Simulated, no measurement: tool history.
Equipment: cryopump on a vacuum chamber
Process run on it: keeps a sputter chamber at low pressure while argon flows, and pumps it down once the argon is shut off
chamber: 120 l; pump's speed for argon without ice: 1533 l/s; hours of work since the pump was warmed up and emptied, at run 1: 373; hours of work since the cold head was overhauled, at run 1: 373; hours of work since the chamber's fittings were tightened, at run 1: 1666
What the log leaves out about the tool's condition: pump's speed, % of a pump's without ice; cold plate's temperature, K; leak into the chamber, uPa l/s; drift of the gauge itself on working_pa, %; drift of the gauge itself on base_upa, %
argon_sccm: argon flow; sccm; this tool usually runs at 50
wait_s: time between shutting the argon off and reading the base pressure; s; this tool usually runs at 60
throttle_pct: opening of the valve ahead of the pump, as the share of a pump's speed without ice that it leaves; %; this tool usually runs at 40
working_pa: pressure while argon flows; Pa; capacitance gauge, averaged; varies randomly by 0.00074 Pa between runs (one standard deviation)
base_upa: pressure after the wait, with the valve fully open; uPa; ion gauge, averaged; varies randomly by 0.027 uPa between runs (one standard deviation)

run	day	argon_sccm	wait_s	throttle_pct	hours of work since the pump was warmed up and emptied	hours of work since the cold head was overhauled	hours of work since the chamber's fittings were tightened	working_pa	base_upa
1	0.000	50	60	40	373	373	1666	0.1428	2.62
2	1.046	50	60	40	395	395	1688	0.1433	2.64
3	1.858	50	60	21	413	413	1706	0.2670	2.60
4	2.462	50	60	21	426	426	1719	0.2673	2.66
5	3.183	50	79	40	441	441	1734	0.1446	2.47
6	3.933	50	79	40	458	458	1751	0.1432	2.57
7	4.458	50	60	40	469	469	1762	0.1448	2.67
8	5.558	50	60	40	492	492	1786	0.1449	2.81
9	6.171	50	60	40	506	506	1799	0.1450	2.81
# day 7.296: leaking fittings of the chamber tightened, without venting
10	7.296	50	60	22	528	528	0	0.2569	1.17
11	8.117	50	60	40	546	546	18	0.1454	1.23
12	8.912	50	60	40	563	563	35	0.1470	1.23
13	9.975	31	215	38	586	586	58	0.0951	0.54
14	10.792	31	215	38	604	604	75	0.0957	0.58
15	11.696	31	215	38	623	623	95	0.0956	0.60
16	12.188	47	29	46	634	634	106	0.1211	2.44
17	12.888	50	60	48	649	649	121	0.1257	1.38

For run 18, what comes out?
18	13.662	50	104	40	666	666	137	?	?

{"run 18": {"working_pa": 0.1482, "base_upa": 0.9}}
With the hidden condition absent and the run-to-run variation left alone, this run would have shown working_pa 0.1386 Pa, base_upa 0.72 uPa.
